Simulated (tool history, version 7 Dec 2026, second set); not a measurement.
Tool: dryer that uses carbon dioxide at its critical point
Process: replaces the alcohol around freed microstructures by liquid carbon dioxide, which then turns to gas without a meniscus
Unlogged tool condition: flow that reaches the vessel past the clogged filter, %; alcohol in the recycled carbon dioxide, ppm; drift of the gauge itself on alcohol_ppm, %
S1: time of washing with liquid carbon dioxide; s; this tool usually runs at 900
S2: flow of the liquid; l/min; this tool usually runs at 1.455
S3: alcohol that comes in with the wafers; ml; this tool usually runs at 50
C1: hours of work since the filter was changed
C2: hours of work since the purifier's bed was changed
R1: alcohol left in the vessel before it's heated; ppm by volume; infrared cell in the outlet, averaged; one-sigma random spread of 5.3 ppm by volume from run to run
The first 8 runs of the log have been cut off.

Run 9, hour 386.5: usual settings but S2 2.11 l/min; C1 365; C2 192. Result: R1 114 ppm by volume.
Run 10, hour 447.5: usual settings; C1 386; C2 214. Result: R1 290 ppm by volume.
Run 11, hour 504.5: usual settings; C1 406; C2 234. Result: R1 313 ppm by volume.
Run 12, hour 564.8: usual settings; C1 428; C2 255. Result: R1 316 ppm by volume.
Run 13, hour 595.6: usual settings; C1 439; C2 266. Result: R1 324 ppm by volume.
Run 14, hour 628.1: usual settings; C1 450; C2 278. Result: R1 324 ppm by volume.
Run 15, hour 680: usual settings; C1 468; C2 296. Result: R1 360 ppm by volume.
Run 16, hour 734.3: usual settings but S2 1.19 l/min; C1 488; C2 315. Result: R1 620 ppm by volume.
Run 17, hour 767.7: usual settings but S3 21 ml; C1 499; C2 327. Result: R1 223 ppm by volume.
Run 18, hour 822.5: usual settings; C1 519; C2 346. Result: R1 387 ppm by volume.
Run 19, hour 875.5: usual settings; C1 537; C2 365. Result: R1 403 ppm by volume.
Run 20, hour 904.2: usual settings but S1 1020 s; C1 548; C2 375. Result: R1 296 ppm by volume.
At hour 923.7: inlet filter changed.
Run 21, hour 966.2: usual settings but S1 1020 s; C1 15; C2 397. Result: R1 223 ppm by volume.
Run 22, hour 1004.7: usual settings but S1 540 s; C1 29; C2 410. Result: R1 933 ppm by volume.
Run 23, hour 1043.3: usual settings but S1 540 s; C1 42; C2 424. Result: R1 930 ppm by volume.
Run 24, hour 1072.4: usual settings but S2 1.81 l/min, S3 95 ml; C1 53; C2 434. Result: R1 235 ppm by volume.
Run 25, hour 1099.9: usual settings but S2 1.81 l/min, S3 95 ml; C1 62; C2 444. Result: R1 246 ppm by volume.

Forecast run 26:
Run 26, hour 1165.3: usual settings but S1 960 s, S2 1.35 l/min, S3 53 ml; C1 85; C2 467. Result: R1 ?.

R1: 322 ppm by volume
Were there no unlogged condition in the tool, this run, its random variation unchanged, would have produced R1 139 ppm by volume.

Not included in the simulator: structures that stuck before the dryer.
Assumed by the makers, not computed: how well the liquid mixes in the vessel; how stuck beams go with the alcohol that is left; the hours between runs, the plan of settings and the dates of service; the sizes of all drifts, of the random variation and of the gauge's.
